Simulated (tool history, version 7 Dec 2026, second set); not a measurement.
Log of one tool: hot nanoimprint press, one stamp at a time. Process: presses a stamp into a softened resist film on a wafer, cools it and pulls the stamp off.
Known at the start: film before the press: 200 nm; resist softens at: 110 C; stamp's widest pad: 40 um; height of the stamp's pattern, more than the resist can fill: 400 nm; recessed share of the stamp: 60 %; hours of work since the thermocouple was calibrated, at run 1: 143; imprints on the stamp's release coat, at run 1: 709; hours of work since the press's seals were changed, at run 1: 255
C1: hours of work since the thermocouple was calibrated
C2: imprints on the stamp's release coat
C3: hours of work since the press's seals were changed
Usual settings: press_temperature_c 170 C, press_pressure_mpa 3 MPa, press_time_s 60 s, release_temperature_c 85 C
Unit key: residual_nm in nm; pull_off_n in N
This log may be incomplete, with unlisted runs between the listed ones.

{"run": 1, "hour": 0.0, "press_temperature_c": 170, "press_pressure_mpa": 3, "press_time_s": 60, "release_temperature_c": 85, "C1": 143, "C2": 709, "C3": 255, "residual_nm": 75.5, "pull_off_n": 179}
{"run": 2, "hour": 54.6, "press_temperature_c": 170, "press_pressure_mpa": 3, "press_time_s": 60, "release_temperature_c": 85, "C1": 177, "C2": 879, "C3": 289, "residual_nm": 75.3, "pull_off_n": 184}
{"run": 3, "hour": 85.9, "press_temperature_c": 182, "press_pressure_mpa": 3, "press_time_s": 60, "release_temperature_c": 85, "C1": 196, "C2": 977, "C3": 309, "residual_nm": 45.3, "pull_off_n": 184}
{"run": 4, "hour": 122.9, "press_temperature_c": 182, "press_pressure_mpa": 3, "press_time_s": 60, "release_temperature_c": 85, "C1": 219, "C2": 1091, "C3": 332, "residual_nm": 45.5, "pull_off_n": 189}
{"run": 5, "hour": 156.7, "press_temperature_c": 182, "press_pressure_mpa": 3, "press_time_s": 60, "release_temperature_c": 85, "C1": 241, "C2": 1197, "C3": 353, "residual_nm": 45.4, "pull_off_n": 188}
{"hour": 190.3, "done": "stamp cleaned and given a new release coat"}
{"run": 6, "hour": 195.8, "press_temperature_c": 170, "press_pressure_mpa": 2.04, "press_time_s": 60, "release_temperature_c": 85, "C1": 261, "C2": 17, "C3": 373, "residual_nm": 90.6, "pull_off_n": 167}
{"run": 7, "hour": 242.2, "press_temperature_c": 170, "press_pressure_mpa": 2.56, "press_time_s": 60, "release_temperature_c": 85, "C1": 290, "C2": 161, "C3": 402, "residual_nm": 79.7, "pull_off_n": 163}
{"run": 8, "hour": 268.9, "press_temperature_c": 170, "press_pressure_mpa": 2.56, "press_time_s": 60, "release_temperature_c": 85, "C1": 307, "C2": 244, "C3": 419, "residual_nm": 79, "pull_off_n": 169}
{"hour": 275.8, "done": "plate thermocouple calibrated"}
{"run": 9, "hour": 309.5, "press_temperature_c": 170, "press_pressure_mpa": 2.56, "press_time_s": 60, "release_temperature_c": 84, "C1": 21, "C2": 361, "C3": 443, "residual_nm": 77.2, "pull_off_n": 168}
{"run": 10, "hour": 354.7, "press_temperature_c": 170, "press_pressure_mpa": 3, "press_time_s": 60, "release_temperature_c": 85, "C1": 49, "C2": 502, "C3": 471, "residual_nm": 70.3, "pull_off_n": 175}
{"run": 11, "hour": 384.2, "press_temperature_c": 170, "press_pressure_mpa": 3, "press_time_s": 60, "release_temperature_c": 85, "C1": 68, "C2": 593, "C3": 489, "residual_nm": 69.8, "pull_off_n": 167}
{"run": 12, "hour": 430.1, "press_temperature_c": 170, "press_pressure_mpa": 3, "press_time_s": 60, "release_temperature_c": 85, "C1": 96, "C2": 736, "C3": 518, "residual_nm": 70.7, "pull_off_n": 173}
{"hour": 441.0, "done": "plate thermocouple calibrated, once more"}
{"run": 13, "hour": 466.3, "press_temperature_c": 170, "press_pressure_mpa": 3, "press_time_s": 60, "release_temperature_c": 85, "C1": 16, "C2": 839, "C3": 539, "residual_nm": 78, "pull_off_n": 187}
{"run": 14, "hour": 509.7, "press_temperature_c": 170, "press_pressure_mpa": 2.7, "press_time_s": 60, "release_temperature_c": 85, "C1": 43, "C2": 974, "C3": 566, "residual_nm": 84.7, "pull_off_n": 191}
{"run": 15, "hour": 554.2, "press_temperature_c": 170, "press_pressure_mpa": 1.9, "press_time_s": 60, "release_temperature_c": 85, "C1": 71, "C2": 1112, "C3": 594, "residual_nm": 98.4, "pull_off_n": 194}
{"run": 16, "hour": 600.9, "press_temperature_c": 168, "press_pressure_mpa": 4.23, "press_time_s": 45, "release_temperature_c": 83, "C1": 100, "C2": 1257, "C3": 623, "residual_nm": 81.2, "pull_off_n": 201}
{"hour": 611.9, "done": "stamp cleaned and given a new release coat"}
{"run": 17, "hour": 646.6, "press_temperature_c": 172, "press_pressure_mpa": 3.51, "press_time_s": 115, "release_temperature_c": 83, "C1": 125, "C2": 108, "C3": 648, "residual_nm": 50, "pull_off_n": 173}
{"run": 18, "hour": 695.8, "press_temperature_c": 168, "press_pressure_mpa": 4.4, "press_time_s": 60, "release_temperature_c": 72, "C1": 156, "C2": 261, "C3": 679, "residual_nm": 70.4, "pull_off_n": 239}
{"run": 19, "hour": 746.7, "press_temperature_c": 169, "press_pressure_mpa": 4.4, "press_time_s": 60, "release_temperature_c": 82, "C1": 187, "C2": 419, "C3": 710, "residual_nm": 65.8, "pull_off_n": 192}
{"run": 20, "hour": 786.4, "press_temperature_c": 169, "press_pressure_mpa": 4.4, "press_time_s": 60, "release_temperature_c": 82, "C1": 212, "C2": 542, "C3": 735, "residual_nm": 65.6, "pull_off_n": 194}
{"run": 21, "hour": 808.9, "press_temperature_c": 169, "press_pressure_mpa": 4.4, "press_time_s": 60, "release_temperature_c": 82, "C1": 226, "C2": 612, "C3": 749, "residual_nm": 65.1, "pull_off_n": 186}
{"run": 22, "hour": 840.1, "press_temperature_c": 174, "press_pressure_mpa": 2.73, "press_time_s": 64, "release_temperature_c": 85, "C1": 246, "C2": 709, "C3": 769, "residual_nm": 65.1, "pull_off_n": 181}
{"run": 23, "hour": 879.2, "press_temperature_c": 174, "press_pressure_mpa": 3.24, "press_time_s": 64, "release_temperature_c": 85, "C1": 270, "C2": 831, "C3": 793, "residual_nm": 58.7, "pull_off_n": 187}
{"run": 24, "hour": 914.3, "press_temperature_c": 179, "press_pressure_mpa": 3, "press_time_s": 77, "release_temperature_c": 85, "C1": 292, "C2": 940, "C3": 815, "residual_nm": 46.7, "pull_off_n": 184}
{"run": 25, "hour": 956.9, "press_temperature_c": 162, "press_pressure_mpa": 3, "press_time_s": 60, "release_temperature_c": 76, "C1": 319, "C2": 1072, "C3": 842, "residual_nm": 107.8, "pull_off_n": 238}
{"run": 26, "hour": 998.8, "press_temperature_c": 173, "press_pressure_mpa": 3.52, "press_time_s": 31, "release_temperature_c": 82, "C1": 345, "C2": 1202, "C3": 868, "residual_nm": 77.7, "pull_off_n": 203}
{"hour": 1030.8, "done": "stamp cleaned and given a new release coat"}
{"run": 27, "hour": 1054.1, "press_temperature_c": 160, "press_pressure_mpa": 3, "press_time_s": 59, "release_temperature_c": 89, "C1": 376, "C2": 72, "C3": 899, "residual_nm": 117.6, "pull_off_n": 144}
{"run": 28, "hour": 1077.7, "press_temperature_c": 160, "press_pressure_mpa": 3.83, "press_time_s": 59, "release_temperature_c": 89, "C1": 391, "C2": 146, "C3": 914, "residual_nm": 104.8, "pull_off_n": 142}
{"run": 29, "hour": 1120.3, "press_temperature_c": 160, "press_pressure_mpa": 3.83, "press_time_s": 59, "release_temperature_c": 89, "C1": 417, "C2": 278, "C3": 940, "residual_nm": 103.7, "pull_off_n": 148}
{"run": 30, "hour": 1161.3, "press_temperature_c": 175, "press_pressure_mpa": 3, "press_time_s": 31, "release_temperature_c": 85, "C1": 443, "C2": 406, "C3": 966, "residual_nm": 75.5, "pull_off_n": 163}

Forecast each of these 4 alternatives for the next run:
{"hour": 1184.1, "done": "press's hydraulic seals changed and the load cell set to zero"}
{"run": "A", "hour": 1196.9, "press_temperature_c": 181, "press_pressure_mpa": 3, "press_time_s": 55, "release_temperature_c": 85, "C1": 460, "C2": 491, "C3": 8, "residual_nm": "?", "pull_off_n": "?"}
{"hour": 1184.1, "done": "press's hydraulic seals changed and the load cell set to zero"}
{"run": "B", "hour": 1196.9, "press_temperature_c": 168, "press_pressure_mpa": 3, "press_time_s": 31, "release_temperature_c": 85, "C1": 460, "C2": 491, "C3": 8, "residual_nm": "?", "pull_off_n": "?"}
{"hour": 1184.1, "done": "press's hydraulic seals changed and the load cell set to zero"}
{"run": "C", "hour": 1196.9, "press_temperature_c": 170, "press_pressure_mpa": 3.32, "press_time_s": 60, "release_temperature_c": 85, "C1": 460, "C2": 491, "C3": 8, "residual_nm": "?", "pull_off_n": "?"}
{"hour": 1184.1, "done": "press's hydraulic seals changed and the load cell set to zero"}
{"run": "D", "hour": 1196.9, "press_temperature_c": 176, "press_pressure_mpa": 3, "press_time_s": 31, "release_temperature_c": 85, "C1": 460, "C2": 491, "C3": 8, "residual_nm": "?", "pull_off_n": "?"}

run=A residual_nm=45.3 pull_off_n=169
run=B residual_nm=96.3 pull_off_n=168
run=C residual_nm=66.5 pull_off_n=166
run=D residual_nm=69.4 pull_off_n=171
Without the tool's hidden state the same runs would have given:
run=A residual_nm=49 pull_off_n=169
run=B residual_nm=104.8 pull_off_n=168
run=C residual_nm=72.9 pull_off_n=166
run=D residual_nm=75.3 pull_off_n=170

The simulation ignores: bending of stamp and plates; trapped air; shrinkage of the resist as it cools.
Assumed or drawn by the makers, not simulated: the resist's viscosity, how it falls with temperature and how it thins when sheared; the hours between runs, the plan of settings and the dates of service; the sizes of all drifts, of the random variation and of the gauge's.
